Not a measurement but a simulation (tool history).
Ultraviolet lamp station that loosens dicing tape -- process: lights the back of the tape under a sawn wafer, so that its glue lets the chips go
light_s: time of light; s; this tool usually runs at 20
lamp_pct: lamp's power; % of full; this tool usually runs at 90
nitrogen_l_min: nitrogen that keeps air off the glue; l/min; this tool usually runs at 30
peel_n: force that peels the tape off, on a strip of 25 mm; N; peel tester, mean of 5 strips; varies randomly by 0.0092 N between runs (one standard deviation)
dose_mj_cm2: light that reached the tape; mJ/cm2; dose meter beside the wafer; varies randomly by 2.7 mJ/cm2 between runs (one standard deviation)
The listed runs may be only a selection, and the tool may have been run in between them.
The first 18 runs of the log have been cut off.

| run | hour | light_s | lamp_pct | nitrogen_l_min | hours of work of the lamp | hours of work since the window was cleaned | peel_n | dose_mj_cm2 |
|---|---|---|---|---|---|---|---|---|
| 19 | 547.6 | 20 | 90 | 54 | 899 | 36 | 0.586 | 238 |
| 20 | 591.6 | 20 | 90 | 35 | 919 | 56 | 0.766 | 231 |
| 21 | 619.1 | 20 | 90 | 35 | 932 | 69 | 0.794 | 239 |
|  | 623.4 | window cleaned of glue's vapour, once more |
| 22 | 649.6 | 22 | 68 | 29 | 946 | 12 | 0.996 | 223 |
| 23 | 669.3 | 22 | 68 | 29 | 955 | 22 | 1.032 | 218 |
| 24 | 699.5 | 22 | 68 | 29 | 969 | 36 | 0.984 | 218 |
| 25 | 718.9 | 17 | 97 | 23 | 979 | 45 | 0.963 | 243 |
| 26 | 748.4 | 10 | 81 | 30 | 992 | 59 | 2.524 | 118 |
| 27 | 776.8 | 17 | 81 | 12 | 1006 | 72 | 2.055 | 196 |
| 28 | 805.3 | 17 | 81 | 12 | 1019 | 85 | 1.984 | 200 |
| 29 | 832.6 | 10 | 84 | 49 | 1032 | 98 | 2.070 | 117 |
| 30 | 854.5 | 10 | 84 | 49 | 1042 | 108 | 2.157 | 120 |
| 31 | 892.0 | 20 | 72 | 9 | 1060 | 126 | 2.308 | 199 |
|  | 918.2 | lamp changed |
| 32 | 918.2 | 20 | 72 | 9 | 0 | 138 | 1.543 | 264 |
| 33 | 956.7 | 34 | 78 | 15 | 18 | 156 | 0.338 | 480 |
| 34 | 996.1 | 29 | 86 | 16 | 36 | 174 | 0.369 | 445 |
| 35 | 1017.3 | 29 | 70 | 11 | 46 | 184 | 0.755 | 359 |
| 36 | 1035.7 | 30 | 70 | 22 | 55 | 193 | 0.411 | 371 |
| 37 | 1056.6 | 20 | 90 | 40 | 65 | 202 | 0.371 | 315 |
| 38 | 1092.4 | 20 | 89 | 30 | 82 | 219 | 0.491 | 310 |

3 ways to go on from here, each from the tool as it stands after run 38. What would each give?
| A | 1118.1 | 13 | 80 | 40 | 94 | 231 | ? | ? |
| B | 1118.1 | 39 | 79 | 30 | 94 | 231 | ? | ? |
| C | 1118.1 | 28 | 77 | 30 | 94 | 231 | ? | ? |

| run | peel_n | dose_mj_cm2 |
|---|---|---|
| A | 1.164 | 181 |
| B | 0.188 | 533 |
| C | 0.316 | 374 |
Without the tool's hidden state the same runs would have given:
| run | peel_n | dose_mj_cm2 |
|---|---|---|
| A | 0.958 | 201 |
| B | 0.173 | 594 |
| C | 0.258 | 416 |

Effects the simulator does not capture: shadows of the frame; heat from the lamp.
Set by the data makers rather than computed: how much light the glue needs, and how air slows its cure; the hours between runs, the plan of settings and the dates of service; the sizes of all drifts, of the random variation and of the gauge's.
